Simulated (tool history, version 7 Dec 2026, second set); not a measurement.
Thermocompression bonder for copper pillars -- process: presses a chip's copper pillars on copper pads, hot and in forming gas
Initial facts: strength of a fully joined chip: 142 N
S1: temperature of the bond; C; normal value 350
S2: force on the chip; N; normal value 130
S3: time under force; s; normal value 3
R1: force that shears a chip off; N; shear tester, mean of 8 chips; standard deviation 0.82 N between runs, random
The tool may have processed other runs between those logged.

Run 1, hour 0: usual settings. Result: R1 64.5 N.
Run 2, hour 85.6: usual settings. Result: R1 65.4 N.
Run 3, hour 178.2: usual settings. Result: R1 60.3 N.
Run 4, hour 226.8: usual settings but S3 4 s. Result: R1 67.5 N.
Run 5, hour 278.5: usual settings but S2 153 N. Result: R1 64.5 N.
Run 6, hour 368.1: usual settings but S2 153 N. Result: R1 63.4 N.
Run 7, hour 421.2: usual settings. Result: R1 57 N.
Run 8, hour 466.2: usual settings but S3 8 s. Result: R1 77.5 N.
Run 9, hour 527.4: usual settings but S3 8 s. Result: R1 75.7 N.
At hour 551.8: forming gas filter changed.
Run 10, hour 580.2: usual settings but S3 8 s. Result: R1 85.1 N.
Run 11, hour 664.3: usual settings but S3 8 s. Result: R1 84.5 N.
Run 12, hour 748.6: usual settings but S1 356 C, S2 111 N. Result: R1 56.1 N.
At hour 778.8: heater calibrated with a thermocouple chip.
Run 13, hour 799.1: usual settings but S1 345 C, S2 172 N, S3 4 s. Result: R1 76.2 N.
At hour 805.1: force cell calibrated.
Run 14, hour 878: usual settings but S1 362 C, S2 191 N. Result: R1 79 N.
Run 15, hour 917.4: usual settings but S1 362 C, S2 191 N. Result: R1 79.5 N.
Run 16, hour 1000.7: usual settings but S1 361 C. Result: R1 62.4 N.
Run 17, hour 1084.8: usual settings but S1 361 C, S2 94 N. Result: R1 51.9 N.
At hour 1130.6: forming gas filter changed.
Run 18, hour 1178.7: usual settings but S1 361 C, S2 140 N, S3 7 s. Result: R1 93.3 N.
Run 19, hour 1222.2: usual settings but S1 361 C, S2 140 N, S3 7 s. Result: R1 90.7 N.
Run 20, hour 1299.9: usual settings but S2 183 N, S3 9 s. Result: R1 100.6 N.
At hour 1382.1: force cell calibrated, once more.
Run 21, hour 1384.3: usual settings but S2 183 N, S3 9 s. Result: R1 94.7 N.

The same runs without the tool's hidden state, with the same run-to-run variation:
Hidden state at play: true temperature of the bond over the reading, C; force that reaches the chip, % of what is set; oxide that the forming gas leaves, % of the face; drift of the gauge itself on shear_n, %.
run     R1
  1     64
  2   66.6
  3   63.1
  4   71.7
  5   69.6
  6   70.3
  7   64.4
  8   88.3
  9   87.8
 10   88.2
 11   89.6
 12   61.5
 13   79.1
 14   83.5
 15     85
 16   68.4
 17   58.4
 18   94.8
 19   93.2
 20  105.6
 21  104.3
